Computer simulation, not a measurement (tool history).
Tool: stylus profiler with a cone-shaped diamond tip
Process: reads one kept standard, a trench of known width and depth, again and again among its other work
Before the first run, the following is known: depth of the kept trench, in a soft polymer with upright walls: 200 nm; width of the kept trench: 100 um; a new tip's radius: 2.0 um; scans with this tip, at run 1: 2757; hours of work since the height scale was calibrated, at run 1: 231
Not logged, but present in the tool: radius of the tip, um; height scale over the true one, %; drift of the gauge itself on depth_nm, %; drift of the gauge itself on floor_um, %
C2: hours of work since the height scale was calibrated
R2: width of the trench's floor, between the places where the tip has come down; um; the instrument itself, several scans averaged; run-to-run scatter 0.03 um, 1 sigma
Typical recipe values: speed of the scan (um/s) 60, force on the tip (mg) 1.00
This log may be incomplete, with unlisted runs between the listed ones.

Run 1, day 0.000: usual settings; scans with this tip 2757; C2 231. Result: depth of the trench (nm) 201.17, R2 97.70 um.
Run 2, day 0.771: usual settings; scans with this tip 2921; C2 244. Result: depth of the trench (nm) 201.14, R2 97.67 um.
Run 3, day 1.525: usual settings; scans with this tip 3081; C2 258. Result: depth of the trench (nm) 201.11, R2 97.67 um.
Run 4, day 2.117: usual settings; scans with this tip 3208; C2 268. Result: depth of the trench (nm) 201.10, R2 97.68 um.
Run 5, day 2.504: usual settings; scans with this tip 3290; C2 275. Result: depth of the trench (nm) 201.10, R2 97.68 um.
Run 6, day 2.850: usual settings; scans with this tip 3364; C2 282. Result: depth of the trench (nm) 201.11, R2 97.64 um.
Run 7, day 3.542: usual settings but speed of the scan (um/s) 206; scans with this tip 3512; C2 294. Result: depth of the trench (nm) 201.09, R2 96.58 um.
Run 8, day 4.233: usual settings; scans with this tip 3659; C2 306. Result: depth of the trench (nm) 201.15, R2 97.70 um.
Run 9, day 4.600: usual settings but speed of the scan (um/s) 16; scans with this tip 3737; C2 313. Result: depth of the trench (nm) 201.08, R2 98.00 um.
Run 10, day 5.183: usual settings but speed of the scan (um/s) 16; scans with this tip 3862; C2 323. Result: depth of the trench (nm) 201.13, R2 97.92 um.
Run 11, day 5.792: usual settings but speed of the scan (um/s) 16; scans with this tip 3991; C2 334. Result: depth of the trench (nm) 201.13, R2 97.98 um.
Run 12, day 6.471: usual settings; scans with this tip 4136; C2 346. Result: depth of the trench (nm) 201.07, R2 97.64 um.
Run 13, day 6.954: usual settings; scans with this tip 4239; C2 355. Result: depth of the trench (nm) 201.11, R2 97.61 um.
Run 14, day 7.388: usual settings but speed of the scan (um/s) 31; scans with this tip 4331; C2 362. Result: depth of the trench (nm) 201.09, R2 97.82 um.
Run 15, day 7.850: usual settings but speed of the scan (um/s) 212; scans with this tip 4430; C2 371. Result: depth of the trench (nm) 201.08, R2 96.55 um.
Run 16, day 8.329: usual settings but speed of the scan (um/s) 212; scans with this tip 4532; C2 379. Result: depth of the trench (nm) 201.06, R2 96.50 um.
Run 17, day 9.083: usual settings but speed of the scan (um/s) 49, force on the tip (mg) 0.93; scans with this tip 4693; C2 393. Result: depth of the trench (nm) 201.01, R2 97.73 um.
Run 18, day 9.712: usual settings but speed of the scan (um/s) 49, force on the tip (mg) 0.93; scans with this tip 4827; C2 404. Result: depth of the trench (nm) 201.03, R2 97.70 um.
Run 19, day 10.275: usual settings but speed of the scan (um/s) 37, force on the tip (mg) 0.91; scans with this tip 4946; C2 414. Result: depth of the trench (nm) 201.01, R2 97.77 um.
Run 20, day 10.750: usual settings but speed of the scan (um/s) 30, force on the tip (mg) 1.52; scans with this tip 5048; C2 423. Result: depth of the trench (nm) 201.51, R2 97.90 um.
Run 21, day 11.442: usual settings but speed of the scan (um/s) 30, force on the tip (mg) 1.52; scans with this tip 5196; C2 435. Result: depth of the trench (nm) 201.42, R2 97.88 um.
Run 22, day 12.162: usual settings but speed of the scan (um/s) 42, force on the tip (mg) 0.83; scans with this tip 5349; C2 448. Result: depth of the trench (nm) 200.91, R2 97.68 um.
Run 23, day 12.758: usual settings but speed of the scan (um/s) 42, force on the tip (mg) 0.83; scans with this tip 5476; C2 458. Result: depth of the trench (nm) 200.92, R2 97.71 um.
Run 24, day 13.212: usual settings but speed of the scan (um/s) 100, force on the tip (mg) 1.22; scans with this tip 5573; C2 466. Result: depth of the trench (nm) 201.22, R2 97.39 um.
Run 25, day 13.917: usual settings but speed of the scan (um/s) 130, force on the tip (mg) 2.70; scans with this tip 5723; C2 479. Result: depth of the trench (nm) 202.19, R2 97.47 um.
Run 26, day 14.258: usual settings but speed of the scan (um/s) 138, force on the tip (mg) 0.51; scans with this tip 5796; C2 485. Result: depth of the trench (nm) 200.58, R2 96.62 um.
Run 27, day 14.933: usual settings but speed of the scan (um/s) 47, force on the tip (mg) 2.86; scans with this tip 5940; C2 497. Result: depth of the trench (nm) 202.28, R2 97.80 um.
Run 28, day 15.562: usual settings but speed of the scan (um/s) 78, force on the tip (mg) 1.35; scans with this tip 6074; C2 508. Result: depth of the trench (nm) 201.33, R2 97.52 um.
Run 29, day 16.012: usual settings but force on the tip (mg) 0.36; scans with this tip 6169; C2 516. Result: depth of the trench (nm) 200.45, R2 97.30 um.
Run 30, day 16.500: usual settings but speed of the scan (um/s) 18, force on the tip (mg) 0.71; scans with this tip 6273; C2 525. Result: depth of the trench (nm) 200.75, R2 97.90 um.
Run 31, day 16.833: usual settings but speed of the scan (um/s) 92, force on the tip (mg) 0.37; scans with this tip 6345; C2 531. Result: depth of the trench (nm) 200.40, R2 96.96 um.

Hidden state or all else? Some run-to-run changes of depth of the trench (nm), split into what the settings, what came in and random variation would give without the hidden state, and what is left for the hidden state (with any gauge scatter that isn't in both results):
Run 1 -> 2: nothing adjusted, nothing logged. depth of the trench (nm) -0.03: hidden state -0.01, all else -0.02.
Run 17 -> 18: nothing adjusted, nothing logged. depth of the trench (nm) +0.02: hidden state -0.02, all else +0.04.
Run 24 -> 25: speed of the scan (um/s) 100 -> 130, force on the tip (mg) 1.22 -> 2.70. depth of the trench (nm) +0.97: hidden state +0.00, all else +0.97.
Run 25 -> 26: speed of the scan (um/s) 130 -> 138, force on the tip (mg) 2.70 -> 0.51. depth of the trench (nm) -1.61: hidden state -0.01, all else -1.60.
Run 26 -> 27: speed of the scan (um/s) 138 -> 47, force on the tip (mg) 0.51 -> 2.86. depth of the trench (nm) +1.70: hidden state +0.00, all else +1.70.
Run 29 -> 30: speed of the scan (um/s) 60 -> 18, force on the tip (mg) 0.36 -> 0.71. depth of the trench (nm) +0.30: hidden state -0.02, all else +0.32.
